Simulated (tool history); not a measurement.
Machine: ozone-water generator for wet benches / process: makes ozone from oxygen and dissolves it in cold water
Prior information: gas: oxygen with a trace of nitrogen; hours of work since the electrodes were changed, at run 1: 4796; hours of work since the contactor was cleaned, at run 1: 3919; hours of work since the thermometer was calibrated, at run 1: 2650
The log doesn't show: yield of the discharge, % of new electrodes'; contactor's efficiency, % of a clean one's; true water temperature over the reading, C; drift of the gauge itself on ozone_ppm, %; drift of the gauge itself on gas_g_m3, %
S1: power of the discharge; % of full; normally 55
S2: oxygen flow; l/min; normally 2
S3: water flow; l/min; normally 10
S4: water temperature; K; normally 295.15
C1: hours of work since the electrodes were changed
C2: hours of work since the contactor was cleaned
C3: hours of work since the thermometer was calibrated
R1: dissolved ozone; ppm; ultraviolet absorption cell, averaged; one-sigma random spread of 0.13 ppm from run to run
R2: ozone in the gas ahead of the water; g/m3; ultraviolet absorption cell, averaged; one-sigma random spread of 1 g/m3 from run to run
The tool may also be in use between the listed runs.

{"run": 1, "hour": 0.0, "S1": 55, "S2": 2, "S3": 10, "S4": 295.15, "C1": 4796, "C2": 3919, "C3": 2650, "R1": 11.2, "R2": 164.5}
{"run": 2, "hour": 112.5, "S1": 55, "S2": 2, "S3": 10, "S4": 290.15, "C1": 4889, "C2": 4012, "C3": 2743, "R1": 11.8, "R2": 163.3}
{"run": 3, "hour": 305.2, "S1": 55, "S2": 2, "S3": 6, "S4": 295.15, "C1": 5049, "C2": 4172, "C3": 2903, "R1": 15.8, "R2": 162.3}
{"run": 4, "hour": 407.5, "S1": 55, "S2": 1.23, "S3": 10, "S4": 295.15, "C1": 5134, "C2": 4257, "C3": 2988, "R1": 9.8, "R2": 197.8}
{"run": 5, "hour": 535.5, "S1": 55, "S2": 1.23, "S3": 10, "S4": 295.15, "C1": 5240, "C2": 4363, "C3": 3094, "R1": 9.7, "R2": 195.1}
{"run": 6, "hour": 689.4, "S1": 55, "S2": 1.23, "S3": 10, "S4": 295.15, "C1": 5367, "C2": 4490, "C3": 3221, "R1": 9.4, "R2": 195.3}
{"run": 7, "hour": 827.7, "S1": 55, "S2": 1.23, "S3": 10, "S4": 295.15, "C1": 5482, "C2": 4605, "C3": 3336, "R1": 9.6, "R2": 196}
{"run": 8, "hour": 957.6, "S1": 55, "S2": 1.23, "S3": 10, "S4": 295.15, "C1": 5589, "C2": 4712, "C3": 3444, "R1": 9.4, "R2": 194.9}
{"run": 9, "hour": 1128.9, "S1": 55, "S2": 1.23, "S3": 10, "S4": 295.15, "C1": 5731, "C2": 4854, "C3": 3585, "R1": 9.4, "R2": 195.6}
{"run": 10, "hour": 1255.7, "S1": 55, "S2": 1.23, "S3": 10, "S4": 295.15, "C1": 5836, "C2": 4959, "C3": 3691, "R1": 9.8, "R2": 193.8}
{"run": 11, "hour": 1449.4, "S1": 55, "S2": 1.23, "S3": 10, "S4": 295.15, "C1": 5997, "C2": 5120, "C3": 3851, "R1": 9.6, "R2": 195.1}
{"run": 12, "hour": 1641.8, "S1": 55, "S2": 1.23, "S3": 10, "S4": 295.15, "C1": 6156, "C2": 5279, "C3": 4011, "R1": 9.5, "R2": 190.7}
{"run": 13, "hour": 1744.0, "S1": 55, "S2": 1.23, "S3": 10, "S4": 295.15, "C1": 6241, "C2": 5364, "C3": 4095, "R1": 9.4, "R2": 191.9}
{"run": 14, "hour": 1914.3, "S1": 55, "S2": 1.23, "S3": 10, "S4": 295.15, "C1": 6382, "C2": 5505, "C3": 4236, "R1": 9.2, "R2": 190.5}
{"run": 15, "hour": 2011.5, "S1": 55, "S2": 2, "S3": 10, "S4": 295.15, "C1": 6463, "C2": 5586, "C3": 4317, "R1": 10.5, "R2": 157.8}
{"run": 16, "hour": 2138.1, "S1": 55, "S2": 2, "S3": 10, "S4": 295.15, "C1": 6568, "C2": 5691, "C3": 4422, "R1": 10.4, "R2": 158.9}
{"run": 17, "hour": 2306.7, "S1": 55, "S2": 2, "S3": 10, "S4": 295.15, "C1": 6707, "C2": 5830, "C3": 4562, "R1": 10.5, "R2": 156.5}
{"run": 18, "hour": 2467.4, "S1": 60, "S2": 2, "S3": 10, "S4": 293.15, "C1": 6841, "C2": 5964, "C3": 4695, "R1": 11.4, "R2": 167.7}
{"run": 19, "hour": 2578.0, "S1": 60, "S2": 2, "S3": 10, "S4": 293.15, "C1": 6932, "C2": 6055, "C3": 4786, "R1": 11.3, "R2": 166.8}
{"run": 20, "hour": 2755.1, "S1": 44, "S2": 3.32, "S3": 11, "S4": 300.15, "C1": 7079, "C2": 6202, "C3": 4933, "R1": 8.2, "R2": 108.6}
{"run": 21, "hour": 2862.6, "S1": 55, "S2": 1.12, "S3": 7, "S4": 295.15, "C1": 7168, "C2": 6291, "C3": 5022, "R1": 12, "R2": 193.5}
{"hour": 2873.3, "done": "water thermometer calibrated"}
{"run": 22, "hour": 2963.3, "S1": 55, "S2": 2, "S3": 9, "S4": 295.15, "C1": 7251, "C2": 6374, "C3": 75, "R1": 11, "R2": 155.8}
{"run": 23, "hour": 3120.7, "S1": 55, "S2": 2, "S3": 9, "S4": 295.15, "C1": 7382, "C2": 6505, "C3": 205, "R1": 11.1, "R2": 155.4}
{"run": 24, "hour": 3234.2, "S1": 55, "S2": 1.99, "S3": 10, "S4": 297.15, "C1": 7476, "C2": 6599, "C3": 299, "R1": 9.8, "R2": 156.4}
{"run": 25, "hour": 3381.0, "S1": 89, "S2": 1.16, "S3": 10, "S4": 297.15, "C1": 7597, "C2": 6720, "C3": 421, "R1": 11.9, "R2": 264.1}
{"run": 26, "hour": 3539.9, "S1": 89, "S2": 1.16, "S3": 10, "S4": 297.15, "C1": 7729, "C2": 6852, "C3": 552, "R1": 11.9, "R2": 266.3}
{"run": 27, "hour": 3663.2, "S1": 89, "S2": 1.16, "S3": 10, "S4": 297.15, "C1": 7831, "C2": 6954, "C3": 655, "R1": 11.7, "R2": 263}
{"run": 28, "hour": 3820.9, "S1": 89, "S2": 1.16, "S3": 10, "S4": 297.15, "C1": 7962, "C2": 7085, "C3": 785, "R1": 12, "R2": 262.5}
{"hour": 3949.9, "done": "water thermometer calibrated, once more"}
{"run": 29, "hour": 3974.6, "S1": 89, "S2": 1.16, "S3": 10, "S4": 297.15, "C1": 8089, "C2": 7212, "C3": 21, "R1": 11.9, "R2": 262.2}
{"run": 30, "hour": 4124.3, "S1": 89, "S2": 1.16, "S3": 10, "S4": 297.15, "C1": 8213, "C2": 7336, "C3": 145, "R1": 11.7, "R2": 257.7}
{"run": 31, "hour": 4268.6, "S1": 89, "S2": 1.16, "S3": 10, "S4": 297.15, "C1": 8332, "C2": 7455, "C3": 264, "R1": 11.5, "R2": 260.4}
{"run": 32, "hour": 4419.7, "S1": 78, "S2": 1.91, "S3": 10, "S4": 297.15, "C1": 8458, "C2": 7581, "C3": 389, "R1": 11.9, "R2": 193.5}
{"hour": 4520.7, "done": "contactor cleaned"}
{"run": 33, "hour": 4522.3, "S1": 78, "S2": 1.91, "S3": 10, "S4": 297.15, "C1": 8539, "C2": 1, "C3": 471, "R1": 13.1, "R2": 194}

Hidden state or all else? Some run-to-run changes of R1, split into what the settings, what came in and random variation would give without the hidden state, and what is left for the hidden state (with any gauge scatter that isn't in both results):
Run 2 -> 3: S3 10 -> 6, S4 290.15 -> 295.15. R1 +4 ppm: hidden state -0.7, all else +4.7.
Run 3 -> 4: S2 2 -> 1.23, S3 6 -> 10. R1 -6 ppm: hidden state +0.9, all else -6.9.
Run 19 -> 20: S1 60 -> 44, S2 2 -> 3.32, S3 10 -> 11, S4 293.15 -> 300.15. R1 -3.1 ppm: hidden state +1.2, all else -4.3.
Run 20 -> 21: S1 44 -> 55, S2 3.32 -> 1.12, S3 11 -> 7, S4 300.15 -> 295.15. R1 +3.8 ppm: hidden state -1.3, all else +5.1.
Run 24 -> 25: S1 55 -> 89, S2 1.99 -> 1.16. R1 +2.1 ppm: hidden state -1.8, all else +3.9.

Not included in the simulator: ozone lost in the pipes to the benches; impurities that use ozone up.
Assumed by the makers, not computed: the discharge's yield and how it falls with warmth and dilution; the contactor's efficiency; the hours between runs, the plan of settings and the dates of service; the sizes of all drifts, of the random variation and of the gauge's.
